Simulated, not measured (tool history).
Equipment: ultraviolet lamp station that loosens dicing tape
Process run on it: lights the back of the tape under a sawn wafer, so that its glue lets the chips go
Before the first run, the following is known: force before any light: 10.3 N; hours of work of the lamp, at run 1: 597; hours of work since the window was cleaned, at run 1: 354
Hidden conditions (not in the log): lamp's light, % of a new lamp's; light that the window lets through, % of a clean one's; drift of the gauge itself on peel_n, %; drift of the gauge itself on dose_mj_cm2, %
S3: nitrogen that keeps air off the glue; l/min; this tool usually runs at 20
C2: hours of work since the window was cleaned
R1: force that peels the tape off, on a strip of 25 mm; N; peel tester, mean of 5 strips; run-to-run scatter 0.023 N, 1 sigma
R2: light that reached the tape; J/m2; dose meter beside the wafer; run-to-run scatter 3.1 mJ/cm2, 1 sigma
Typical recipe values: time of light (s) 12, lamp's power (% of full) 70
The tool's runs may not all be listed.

Run 1, hour 0.0: usual settings; hours of work of the lamp 597; C2 354. Result: R1 1.750 N, R2 3800 J/m2.
Run 2, hour 44.7: usual settings; hours of work of the lamp 617; C2 374. Result: R1 1.790 N, R2 3770 J/m2.
Run 3, hour 108.5: usual settings but time of light (s) 22; hours of work of the lamp 645; C2 403. Result: R1 0.470 N, R2 6820 J/m2.
At hour 164.2: window cleaned of glue's vapour.
Run 4, hour 165.2: usual settings but lamp's power (% of full) 79; hours of work of the lamp 671; C2 0. Result: R1 1.055 N, R2 4840 J/m2.
Run 5, hour 214.9: usual settings; hours of work of the lamp 693; C2 23. Result: R1 1.428 N, R2 4280 J/m2.
Run 6, hour 284.1: usual settings but lamp's power (% of full) 99; hours of work of the lamp 724; C2 54. Result: R1 0.676 N, R2 5940 J/m2.
Run 7, hour 348.7: usual settings but lamp's power (% of full) 83; hours of work of the lamp 752; C2 82. Result: R1 1.076 N, R2 4920 J/m2.
Run 8, hour 416.4: usual settings; hours of work of the lamp 783; C2 113. Result: R1 1.583 N, R2 3980 J/m2.
Run 9, hour 466.9: usual settings; hours of work of the lamp 805; C2 135. Result: R1 1.585 N, R2 4020 J/m2.
Run 10, hour 543.0: usual settings; hours of work of the lamp 839; C2 169. Result: R1 1.643 N, R2 3930 J/m2.
Run 11, hour 607.4: usual settings; hours of work of the lamp 868; C2 198. Result: R1 1.701 N, R2 3900 J/m2.
Run 12, hour 671.0: usual settings but lamp's power (% of full) 71; hours of work of the lamp 896; C2 226. Result: R1 1.701 N, R2 3870 J/m2.
Run 13, hour 708.3: usual settings but lamp's power (% of full) 71; hours of work of the lamp 913; C2 243. Result: R1 1.711 N, R2 3830 J/m2.
Run 14, hour 742.5: usual settings; hours of work of the lamp 928; C2 258. Result: R1 1.781 N, R2 3740 J/m2.
Run 15, hour 809.1: usual settings; hours of work of the lamp 958; C2 288. Result: R1 1.829 N, R2 3680 J/m2.
Run 16, hour 856.7: usual settings but time of light (s) 7; hours of work of the lamp 979; C2 309. Result: R1 3.865 N, R2 2140 J/m2.
Run 17, hour 921.3: usual settings; hours of work of the lamp 1008; C2 338. Result: R1 1.898 N, R2 3600 J/m2.
Run 18, hour 982.9: usual settings but lamp's power (% of full) 68, S3 22 l/min; hours of work of the lamp 1035; C2 365. Result: R1 1.999 N, R2 3430 J/m2.
Run 19, hour 1050.6: usual settings but lamp's power (% of full) 88, S3 29 l/min; hours of work of the lamp 1066; C2 396. Result: R1 1.190 N, R2 4380 J/m2.

Predict the results of run 20:
Run 20, hour 1085.3: usual settings but time of light (s) 8, lamp's power (% of full) 67, S3 29 l/min; hours of work of the lamp 1081; C2 411. Result: R1 ?, R2 ?.

R1: 3.465 N
R2: 2170 J/m2
Take away the tool's hidden state, keep the run-to-run variation as it was, and the same run would have given R1 2.274 N, R2 3020 J/m2.

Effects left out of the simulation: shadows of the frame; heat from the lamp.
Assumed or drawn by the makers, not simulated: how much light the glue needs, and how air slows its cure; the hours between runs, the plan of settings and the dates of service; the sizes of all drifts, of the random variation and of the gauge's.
